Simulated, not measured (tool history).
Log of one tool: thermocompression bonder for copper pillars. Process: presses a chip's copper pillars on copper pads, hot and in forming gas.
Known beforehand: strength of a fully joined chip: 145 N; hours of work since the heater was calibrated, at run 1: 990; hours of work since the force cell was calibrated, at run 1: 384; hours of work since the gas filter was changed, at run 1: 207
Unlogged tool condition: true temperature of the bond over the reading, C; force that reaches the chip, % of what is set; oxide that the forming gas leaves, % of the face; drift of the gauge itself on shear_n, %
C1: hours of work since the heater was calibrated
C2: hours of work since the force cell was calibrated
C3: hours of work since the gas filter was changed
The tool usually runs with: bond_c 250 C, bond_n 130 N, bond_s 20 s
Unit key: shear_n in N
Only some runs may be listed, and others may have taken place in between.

{"run": 1, "hour": 0.0, "bond_c": 250, "bond_n": 130, "bond_s": 20, "C1": 990, "C2": 384, "C3": 207, "shear_n": 91.1}
{"run": 2, "hour": 9.6, "bond_c": 225, "bond_n": 130, "bond_s": 20, "C1": 997, "C2": 391, "C3": 214, "shear_n": 68.2}
{"run": 3, "hour": 17.3, "bond_c": 225, "bond_n": 130, "bond_s": 20, "C1": 1002, "C2": 397, "C3": 220, "shear_n": 66.9}
{"run": 4, "hour": 25.7, "bond_c": 250, "bond_n": 130, "bond_s": 20, "C1": 1009, "C2": 403, "C3": 226, "shear_n": 92.2}
{"run": 5, "hour": 38.1, "bond_c": 250, "bond_n": 130, "bond_s": 39, "C1": 1018, "C2": 412, "C3": 235, "shear_n": 108.2}
{"run": 6, "hour": 51.2, "bond_c": 250, "bond_n": 186, "bond_s": 20, "C1": 1027, "C2": 421, "C3": 244, "shear_n": 114.0}
{"run": 7, "hour": 57.6, "bond_c": 250, "bond_n": 130, "bond_s": 20, "C1": 1032, "C2": 426, "C3": 249, "shear_n": 93.3}
{"run": 8, "hour": 65.4, "bond_c": 250, "bond_n": 168, "bond_s": 20, "C1": 1038, "C2": 432, "C3": 255, "shear_n": 108.4}
{"hour": 68.3, "done": "forming gas filter changed"}
{"run": 9, "hour": 73.3, "bond_c": 250, "bond_n": 168, "bond_s": 20, "C1": 1043, "C2": 437, "C3": 4, "shear_n": 108.8}
{"run": 10, "hour": 86.0, "bond_c": 250, "bond_n": 168, "bond_s": 20, "C1": 1052, "C2": 446, "C3": 13, "shear_n": 110.2}
{"run": 11, "hour": 94.0, "bond_c": 250, "bond_n": 101, "bond_s": 20, "C1": 1058, "C2": 452, "C3": 19, "shear_n": 74.8}
{"run": 12, "hour": 106.4, "bond_c": 250, "bond_n": 101, "bond_s": 20, "C1": 1067, "C2": 461, "C3": 28, "shear_n": 75.6}
{"run": 13, "hour": 120.5, "bond_c": 250, "bond_n": 130, "bond_s": 20, "C1": 1077, "C2": 472, "C3": 38, "shear_n": 94.4}
{"run": 14, "hour": 133.6, "bond_c": 250, "bond_n": 130, "bond_s": 20, "C1": 1087, "C2": 481, "C3": 48, "shear_n": 92.1}
{"run": 15, "hour": 145.8, "bond_c": 247, "bond_n": 130, "bond_s": 38, "C1": 1096, "C2": 490, "C3": 56, "shear_n": 107.6}
{"run": 16, "hour": 157.7, "bond_c": 250, "bond_n": 130, "bond_s": 28, "C1": 1104, "C2": 499, "C3": 65, "shear_n": 101.8}
{"run": 17, "hour": 169.9, "bond_c": 250, "bond_n": 130, "bond_s": 28, "C1": 1113, "C2": 508, "C3": 74, "shear_n": 101.8}
{"run": 18, "hour": 176.0, "bond_c": 250, "bond_n": 82, "bond_s": 19, "C1": 1118, "C2": 512, "C3": 78, "shear_n": 59.6}
{"run": 19, "hour": 190.8, "bond_c": 250, "bond_n": 82, "bond_s": 27, "C1": 1128, "C2": 523, "C3": 89, "shear_n": 71.3}
{"run": 20, "hour": 205.3, "bond_c": 252, "bond_n": 136, "bond_s": 12, "C1": 1139, "C2": 533, "C3": 100, "shear_n": 82.9}
{"run": 21, "hour": 216.5, "bond_c": 252, "bond_n": 136, "bond_s": 12, "C1": 1147, "C2": 541, "C3": 108, "shear_n": 83.3}
{"run": 22, "hour": 222.9, "bond_c": 252, "bond_n": 130, "bond_s": 51, "C1": 1152, "C2": 546, "C3": 113, "shear_n": 118.2}
{"run": 23, "hour": 235.3, "bond_c": 252, "bond_n": 130, "bond_s": 51, "C1": 1161, "C2": 555, "C3": 122, "shear_n": 119.2}
{"run": 24, "hour": 243.8, "bond_c": 252, "bond_n": 130, "bond_s": 51, "C1": 1167, "C2": 561, "C3": 128, "shear_n": 117.6}
{"run": 25, "hour": 251.6, "bond_c": 250, "bond_n": 108, "bond_s": 45, "C1": 1173, "C2": 567, "C3": 133, "shear_n": 100.4}
{"run": 26, "hour": 264.8, "bond_c": 250, "bond_n": 147, "bond_s": 45, "C1": 1182, "C2": 577, "C3": 143, "shear_n": 121.0}
{"run": 27, "hour": 273.1, "bond_c": 250, "bond_n": 93, "bond_s": 20, "C1": 1188, "C2": 583, "C3": 149, "shear_n": 69.6}
{"run": 28, "hour": 279.1, "bond_c": 250, "bond_n": 163, "bond_s": 14, "C1": 1193, "C2": 587, "C3": 154, "shear_n": 95.8}

Some steps in shear_n, run to run, broken into two amounts with sign: the step expected even without the hidden condition (settings, incoming material, random variation), and the rest, left for the hidden condition together with whatever gauge scatter is not in both the measured and the hidden-condition-free result:
Run 1 -> 2: bond_c 250 -> 225. shear_n -22.9 N: hidden state +0.2, all else -23.1.
Run 8 -> 9: forming gas filter changed. shear_n +0.4 N: hidden state +0.9, all else -0.5.
Run 17 -> 18: bond_n 130 -> 82, bond_s 28 -> 19. shear_n -42.2 N: hidden state +0.2, all else -42.4.
Run 26 -> 27: bond_n 147 -> 93, bond_s 45 -> 20. shear_n -51.4 N: hidden state +0.2, all else -51.6.
